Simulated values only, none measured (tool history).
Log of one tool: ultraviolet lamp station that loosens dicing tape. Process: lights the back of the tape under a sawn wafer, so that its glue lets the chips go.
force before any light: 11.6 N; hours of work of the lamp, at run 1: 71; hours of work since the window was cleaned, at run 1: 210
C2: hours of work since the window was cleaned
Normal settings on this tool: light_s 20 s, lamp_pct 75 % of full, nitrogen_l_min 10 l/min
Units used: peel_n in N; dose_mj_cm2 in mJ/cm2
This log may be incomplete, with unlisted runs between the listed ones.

run 1 hour=0.0 | light_s=20 lamp_pct=75 nitrogen_l_min=10 | hours_of_work_of_the_lamp=71 C2=210 | peel_n=1.099 dose_mj_cm2=300
run 2 hour=25.0 | light_s=20 lamp_pct=75 nitrogen_l_min=10 | hours_of_work_of_the_lamp=85 C2=224 | peel_n=1.070 dose_mj_cm2=298
run 3 hour=47.0 | light_s=20 lamp_pct=75 nitrogen_l_min=10 | hours_of_work_of_the_lamp=97 C2=236 | peel_n=1.175 dose_mj_cm2=299
run 4 hour=72.7 | light_s=20 lamp_pct=75 nitrogen_l_min=10 | hours_of_work_of_the_lamp=111 C2=250 | peel_n=1.135 dose_mj_cm2=296
run 5 hour=93.9 | light_s=16 lamp_pct=75 nitrogen_l_min=10 | hours_of_work_of_the_lamp=122 C2=261 | peel_n=1.691 dose_mj_cm2=231
run 6 hour=117.0 | light_s=11 lamp_pct=75 nitrogen_l_min=10 | hours_of_work_of_the_lamp=135 C2=274 | peel_n=3.121 dose_mj_cm2=165
run 7 hour=142.7 | light_s=11 lamp_pct=75 nitrogen_l_min=10 | hours_of_work_of_the_lamp=149 C2=288 | peel_n=3.099 dose_mj_cm2=159
run 8 hour=158.5 | light_s=11 lamp_pct=75 nitrogen_l_min=10 | hours_of_work_of_the_lamp=157 C2=297 | peel_n=3.207 dose_mj_cm2=158
run 9 hour=183.6 | light_s=11 lamp_pct=75 nitrogen_l_min=10 | hours_of_work_of_the_lamp=171 C2=310 | peel_n=3.166 dose_mj_cm2=157
run 10 hour=196.4 | light_s=11 lamp_pct=75 nitrogen_l_min=10 | hours_of_work_of_the_lamp=178 C2=317 | peel_n=3.248 dose_mj_cm2=156
run 11 hour=214.4 | light_s=11 lamp_pct=75 nitrogen_l_min=10 | hours_of_work_of_the_lamp=188 C2=327 | peel_n=3.142 dose_mj_cm2=159
run 12 hour=233.4 | light_s=11 lamp_pct=75 nitrogen_l_min=10 | hours_of_work_of_the_lamp=198 C2=338 | peel_n=3.152 dose_mj_cm2=161
run 13 hour=253.8 | light_s=24 lamp_pct=79 nitrogen_l_min=10 | hours_of_work_of_the_lamp=209 C2=349 | peel_n=0.755 dose_mj_cm2=359
run 14 hour=273.6 | light_s=24 lamp_pct=79 nitrogen_l_min=10 | hours_of_work_of_the_lamp=220 C2=360 | peel_n=0.736 dose_mj_cm2=361
run 15 hour=293.5 | light_s=18 lamp_pct=75 nitrogen_l_min=10 | hours_of_work_of_the_lamp=231 C2=370 | peel_n=1.501 dose_mj_cm2=259
run 16 hour=316.4 | light_s=18 lamp_pct=75 nitrogen_l_min=10 | hours_of_work_of_the_lamp=244 C2=383 | peel_n=1.538 dose_mj_cm2=253

Predict each of these 3 candidate next runs independently; none follows another, all start after run 16:
run A hour=329.3 | light_s=30 lamp_pct=84 nitrogen_l_min=4 | hours_of_work_of_the_lamp=251 C2=390 | peel_n=? dose_mj_cm2=?
run B hour=329.3 | light_s=25 lamp_pct=77 nitrogen_l_min=10 | hours_of_work_of_the_lamp=251 C2=390 | peel_n=? dose_mj_cm2=?
run C hour=329.3 | light_s=11 lamp_pct=75 nitrogen_l_min=10 | hours_of_work_of_the_lamp=251 C2=390 | peel_n=? dose_mj_cm2=?

run=A peel_n=0.733 dose_mj_cm2=476
run=B peel_n=0.738 dose_mj_cm2=366
run=C peel_n=3.276 dose_mj_cm2=158
Take away the tool's hidden state, keep each run's random variation, and the runs would have read:
run=A peel_n=0.576 dose_mj_cm2=534
run=B peel_n=0.576 dose_mj_cm2=411
run=C peel_n=2.817 dose_mj_cm2=178
